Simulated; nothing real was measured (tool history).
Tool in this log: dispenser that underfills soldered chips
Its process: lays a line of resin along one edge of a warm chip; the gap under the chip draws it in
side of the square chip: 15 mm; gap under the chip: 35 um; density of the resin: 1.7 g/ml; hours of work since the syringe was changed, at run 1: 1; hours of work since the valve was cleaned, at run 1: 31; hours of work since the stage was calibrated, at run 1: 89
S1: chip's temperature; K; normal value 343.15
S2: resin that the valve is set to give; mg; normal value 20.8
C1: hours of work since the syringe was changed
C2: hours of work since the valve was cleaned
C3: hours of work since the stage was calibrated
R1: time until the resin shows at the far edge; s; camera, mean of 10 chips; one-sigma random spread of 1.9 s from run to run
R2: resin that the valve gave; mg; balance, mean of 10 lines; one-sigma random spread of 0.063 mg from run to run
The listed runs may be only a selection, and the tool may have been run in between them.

run	hour	S1	S2	C1	C2	C3	R1	R2
1	0	343.15	20.8	1	31	89	192.9	20.49
2	4.7	343.15	20.8	5	35	92	230.3	20.39
3	9.7	343.15	20.8	8	39	96	269.7	20.5
# hour 13.7: new syringe of resin
4	17.4	343.15	20.8	3	44	101	206.5	20.4
5	21.7	343.15	20.8	6	47	105	242.5	20.4
6	25.8	331.15	26.9	9	50	108	390.9	26.21
# hour 28.6: new syringe of resin
7	30.2	331.15	26.9	1	53	111	274.8	26.12
8	33.7	343.15	18.7	4	56	113	222.1	18.2
9	38.7	330.15	21.9	8	60	117	385.5	21.32
# hour 43.6: new syringe of resin
10	44.2	346.15	21.6	0	64	121	168.9	20.85

Forecast each of these 5 alternatives for the next run:
A	49.6	344.15	21.4	4	68	125	?	?
B	49.6	328.15	18.2	4	68	125	?	?
C	49.6	354.15	25.6	4	68	125	?	?
D	49.6	332.15	26.6	4	68	125	?	?
E	49.6	329.15	20.1	4	68	125	?	?

run	R1	R2
A	215.3	20.69
B	365.8	17.66
C	158.7	24.68
D	304.7	25.86
E	340.5	19.38
Without the tool's hidden state the same runs would have given:
run	R1	R2
A	178.4	21.41
B	301.9	18.28
C	131.8	25.54
D	253.4	26.76
E	282	20.06

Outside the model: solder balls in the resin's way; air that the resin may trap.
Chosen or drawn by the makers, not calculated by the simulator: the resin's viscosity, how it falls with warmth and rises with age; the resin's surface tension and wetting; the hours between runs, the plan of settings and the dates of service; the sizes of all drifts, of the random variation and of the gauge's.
